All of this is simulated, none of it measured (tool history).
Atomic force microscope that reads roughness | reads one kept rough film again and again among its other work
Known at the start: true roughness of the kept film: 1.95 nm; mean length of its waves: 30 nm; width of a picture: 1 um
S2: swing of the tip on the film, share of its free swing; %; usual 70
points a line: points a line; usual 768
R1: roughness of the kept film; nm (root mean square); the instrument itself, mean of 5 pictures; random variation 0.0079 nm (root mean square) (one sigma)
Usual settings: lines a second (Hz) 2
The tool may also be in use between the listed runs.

Run 1, hour 0: usual settings. Result: R1 1.706 nm (root mean square).
Run 2, hour 16.8: usual settings. Result: R1 1.574 nm (root mean square).
Run 3, hour 31.2: usual settings. Result: R1 1.486 nm (root mean square).
Run 4, hour 48: usual settings. Result: R1 1.39 nm (root mean square).
At hour 51.6: new tip fitted.
Run 5, hour 58.3: usual settings but lines a second (Hz) 0.7. Result: R1 1.68 nm (root mean square).
Run 6, hour 72.4: usual settings but lines a second (Hz) 0.6. Result: R1 1.595 nm (root mean square).
Run 7, hour 89.5: usual settings but lines a second (Hz) 0.6. Result: R1 1.505 nm (root mean square).
Run 8, hour 97.9: usual settings but lines a second (Hz) 0.6. Result: R1 1.429 nm (root mean square).
At hour 102.9: new tip fitted.
Run 9, hour 112: usual settings but lines a second (Hz) 0.6, S2 88 %, points a line 954. Result: R1 1.646 nm (root mean square).

Run 10 comes next. What will it give?
Run 10, hour 124.1: usual settings but lines a second (Hz) 0.51, S2 58 %, points a line 563. Result: R1 ?.

R1: 1.616 nm (root mean square)
Without the tool's hidden state the same run would have given R1 1.784 nm (root mean square).
